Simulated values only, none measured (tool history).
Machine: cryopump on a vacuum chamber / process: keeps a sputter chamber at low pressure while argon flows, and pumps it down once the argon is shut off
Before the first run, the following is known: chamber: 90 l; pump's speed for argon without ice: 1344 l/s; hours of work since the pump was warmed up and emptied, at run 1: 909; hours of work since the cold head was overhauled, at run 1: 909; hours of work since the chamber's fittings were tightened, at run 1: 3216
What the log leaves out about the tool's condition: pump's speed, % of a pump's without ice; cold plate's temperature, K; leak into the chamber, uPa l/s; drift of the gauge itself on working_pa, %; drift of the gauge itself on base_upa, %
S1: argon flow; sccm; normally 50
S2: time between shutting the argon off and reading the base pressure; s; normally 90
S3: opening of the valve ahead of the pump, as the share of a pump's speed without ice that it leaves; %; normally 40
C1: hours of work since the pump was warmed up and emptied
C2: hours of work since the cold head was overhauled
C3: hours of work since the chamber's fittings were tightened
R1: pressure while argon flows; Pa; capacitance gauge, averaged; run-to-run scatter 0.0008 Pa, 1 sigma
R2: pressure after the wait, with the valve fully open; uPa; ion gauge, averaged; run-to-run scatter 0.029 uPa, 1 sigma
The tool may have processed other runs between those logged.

run 1 hour=0.0 | S1=50 S2=90 S3=40 | C1=909 C2=909 C3=3216 | R1=0.1764 R2=4.37
run 2 hour=32.1 | S1=50 S2=90 S3=40 | C1=926 C2=926 C3=3234 | R1=0.1772 R2=4.31
run 3 hour=72.8 | S1=50 S2=90 S3=40 | C1=949 C2=949 C3=3256 | R1=0.1780 R2=4.50
run 4 hour=90.8 | S1=50 S2=90 S3=40 | C1=958 C2=958 C3=3266 | R1=0.1779 R2=4.47
-- hour=132.8 pump warmed up, emptied and cooled again
run 5 hour=135.7 | S1=50 S2=90 S3=40 | C1=2 C2=980 C3=3288 | R1=0.1587 R2=3.70
run 6 hour=172.1 | S1=50 S2=90 S3=40 | C1=22 C2=1000 C3=3308 | R1=0.1590 R2=3.75
run 7 hour=189.4 | S1=50 S2=90 S3=40 | C1=31 C2=1010 C3=3317 | R1=0.1592 R2=3.76
run 8 hour=224.3 | S1=50 S2=90 S3=15 | C1=50 C2=1029 C3=3336 | R1=0.4213 R2=3.80
run 9 hour=249.7 | S1=50 S2=90 S3=15 | C1=64 C2=1043 C3=3350 | R1=0.4205 R2=3.83
run 10 hour=281.8 | S1=50 S2=90 S3=15 | C1=82 C2=1060 C3=3368 | R1=0.4201 R2=3.82
run 11 hour=315.0 | S1=50 S2=90 S3=41 | C1=100 C2=1079 C3=3386 | R1=0.1546 R2=3.78
run 12 hour=337.7 | S1=50 S2=90 S3=42 | C1=112 C2=1091 C3=3398 | R1=0.1510 R2=3.87
run 13 hour=366.5 | S1=50 S2=90 S3=42 | C1=128 C2=1107 C3=3414 | R1=0.1525 R2=3.90
run 14 hour=394.1 | S1=50 S2=90 S3=40 | C1=143 C2=1122 C3=3429 | R1=0.1597 R2=3.90
run 15 hour=433.8 | S1=50 S2=90 S3=35 | C1=165 C2=1144 C3=3451 | R1=0.1819 R2=4.03
run 16 hour=466.3 | S1=50 S2=90 S3=40 | C1=183 C2=1161 C3=3469 | R1=0.1614 R2=4.08
run 17 hour=501.5 | S1=50 S2=90 S3=40 | C1=202 C2=1181 C3=3488 | R1=0.1610 R2=3.90
run 18 hour=532.2 | S1=27 S2=26 S3=53 | C1=219 C2=1197 C3=3505 | R1=0.0669 R2=6.80
run 19 hour=562.6 | S1=27 S2=26 S3=40 | C1=235 C2=1214 C3=3522 | R1=0.0875 R2=6.82
run 20 hour=592.6 | S1=27 S2=26 S3=40 | C1=252 C2=1231 C3=3538 | R1=0.0885 R2=6.84
run 21 hour=610.7 | S1=37 S2=61 S3=57 | C1=262 C2=1240 C3=3548 | R1=0.0849 R2=4.69
run 22 hour=634.7 | S1=57 S2=93 S3=17 | C1=275 C2=1254 C3=3561 | R1=0.4277 R2=4.13
run 23 hour=655.2 | S1=69 S2=21 S3=30 | C1=286 C2=1265 C3=3572 | R1=0.3002 R2=8.05
run 24 hour=677.5 | S1=69 S2=21 S3=30 | C1=298 C2=1277 C3=3585 | R1=0.2981 R2=8.00
run 25 hour=713.2 | S1=69 S2=21 S3=30 | C1=318 C2=1297 C3=3604 | R1=0.2985 R2=7.90
run 26 hour=748.3 | S1=46 S2=95 S3=41 | C1=337 C2=1316 C3=3623 | R1=0.1479 R2=4.13
run 27 hour=768.2 | S1=60 S2=95 S3=29 | C1=348 C2=1327 C3=3634 | R1=0.2676 R2=4.19
run 28 hour=799.7 | S1=60 S2=95 S3=29 | C1=365 C2=1344 C3=3651 | R1=0.2706 R2=4.11
run 29 hour=834.5 | S1=25 S2=21 S3=38 | C1=384 C2=1363 C3=3670 | R1=0.0863 R2=8.01
run 30 hour=861.6 | S1=76 S2=86 S3=28 | C1=399 C2=1378 C3=3685 | R1=0.3559 R2=4.31
-- hour=872.3 leaking fittings of the chamber tightened, without venting
run 31 hour=896.0 | S1=76 S2=86 S3=20 | C1=417 C2=1396 C3=13 | R1=0.4918 R2=1.49
run 32 hour=919.6 | S1=45 S2=274 S3=42 | C1=430 C2=1409 C3=26 | R1=0.1438 R2=0.67
run 33 hour=951.7 | S1=45 S2=274 S3=42 | C1=447 C2=1426 C3=43 | R1=0.1421 R2=0.67
run 34 hour=977.5 | S1=45 S2=274 S3=42 | C1=461 C2=1440 C3=58 | R1=0.1445 R2=0.67

Forecast each of these 4 alternatives for the next run:
run A hour=997.5 | S1=47 S2=20 S3=40 | C1=472 C2=1451 C3=69 | R1=? R2=?
run B hour=997.5 | S1=31 S2=274 S3=57 | C1=472 C2=1451 C3=69 | R1=? R2=?
run C hour=997.5 | S1=56 S2=39 S3=58 | C1=472 C2=1451 C3=69 | R1=? R2=?
run D hour=997.5 | S1=73 S2=97 S3=23 | C1=472 C2=1451 C3=69 | R1=? R2=?

run=A R1=0.1572 R2=5.58
run=B R1=0.0743 R2=0.70
run=C R1=0.1313 R2=2.96
run=D R1=0.4105 R2=1.42
Without the tool's hidden state the same runs would have given:
run=A R1=0.1482 R2=5.48
run=B R1=0.0684 R2=0.61
run=C R1=0.1206 R2=2.86
run=D R1=0.3966 R2=1.32

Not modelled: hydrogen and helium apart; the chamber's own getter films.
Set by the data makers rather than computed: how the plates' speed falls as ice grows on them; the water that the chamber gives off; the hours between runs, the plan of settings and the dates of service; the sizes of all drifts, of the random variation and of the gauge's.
